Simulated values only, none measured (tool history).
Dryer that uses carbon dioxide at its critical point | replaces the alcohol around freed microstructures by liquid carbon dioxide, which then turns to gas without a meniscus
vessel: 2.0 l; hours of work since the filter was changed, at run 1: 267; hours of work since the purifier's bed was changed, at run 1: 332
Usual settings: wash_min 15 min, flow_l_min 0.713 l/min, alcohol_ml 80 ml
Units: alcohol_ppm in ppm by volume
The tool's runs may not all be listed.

| run | hour | wash_min | flow_l_min | alcohol_ml | hours of work since the filter was changed | hours of work since the purifier's bed was changed | alcohol_ppm |
|---|---|---|---|---|---|---|---|
| 1 | 0 | 15 | 0.713 | 80 | 267 | 332 | 731 |
| 2 | 19.4 | 15 | 0.713 | 80 | 280 | 345 | 728 |
| 3 | 35.9 | 15 | 0.713 | 80 | 291 | 356 | 747 |
| 4 | 62.3 | 15 | 0.713 | 80 | 308 | 373 | 775 |
| 5 | 77.5 | 15 | 0.713 | 80 | 318 | 383 | 779 |
| 6 | 106.5 | 15 | 0.713 | 80 | 337 | 402 | 810 |
|  | 129.4 | inlet filter changed |
| 7 | 129.4 | 15 | 0.713 | 80 | 0 | 417 | 459 |
| 8 | 145.6 | 15 | 0.713 | 80 | 11 | 428 | 474 |
| 9 | 167.8 | 15 | 0.713 | 78 | 25 | 442 | 470 |
| 10 | 193 | 15 | 0.713 | 78 | 42 | 459 | 494 |
| 11 | 205 | 15 | 0.713 | 80 | 50 | 467 | 522 |
| 12 | 219.4 | 15 | 0.713 | 80 | 59 | 476 | 525 |
| 13 | 231.9 | 15 | 0.647 | 80 | 67 | 484 | 749 |
| 14 | 254.3 | 22 | 0.713 | 80 | 82 | 499 | 165 |
| 15 | 283.2 | 22 | 0.713 | 80 | 101 | 518 | 169 |
| 16 | 296.7 | 22 | 0.713 | 80 | 110 | 527 | 176 |
| 17 | 325 | 22 | 0.713 | 80 | 129 | 546 | 190 |
| 18 | 349 | 22 | 0.713 | 80 | 145 | 561 | 186 |
| 19 | 367.2 | 15 | 0.524 | 80 | 157 | 573 | 1684 |
| 20 | 394.1 | 15 | 0.524 | 80 | 174 | 591 | 1722 |
| 21 | 410.6 | 15 | 0.524 | 80 | 185 | 602 | 1769 |
| 22 | 439.1 | 15 | 0.524 | 99 | 204 | 621 | 2233 |
| 23 | 462.2 | 15 | 0.524 | 99 | 219 | 636 | 2292 |
| 24 | 479.1 | 15 | 0.524 | 99 | 230 | 647 | 2310 |
| 25 | 509 | 15 | 0.524 | 99 | 250 | 667 | 2388 |
| 26 | 527.2 | 15 | 0.452 | 80 | 262 | 679 | 2969 |
| 27 | 557.2 | 15 | 0.452 | 80 | 282 | 699 | 2984 |
| 28 | 581.2 | 15 | 0.452 | 80 | 297 | 714 | 3073 |
| 29 | 598.3 | 15 | 0.452 | 80 | 309 | 726 | 3130 |
| 30 | 619.6 | 18 | 0.713 | 80 | 323 | 740 | 490 |
| 31 | 634.2 | 13 | 0.736 | 38 | 332 | 749 | 704 |
| 32 | 661 | 15 | 0.538 | 115 | 350 | 767 | 2969 |
|  | 665.5 | inlet filter changed |
| 33 | 691.6 | 15 | 0.538 | 115 | 17 | 786 | 1791 |
| 34 | 718.6 | 15 | 0.538 | 115 | 35 | 804 | 1834 |

Forecast run 35:
| 35 | 747.1 | 15 | 0.538 | 115 | 54 | 823 | ? |

Run 35 gave alcohol_ppm 1929 ppm by volume.
Without the tool's hidden state the same run would have given alcohol_ppm 1605 ppm by volume.
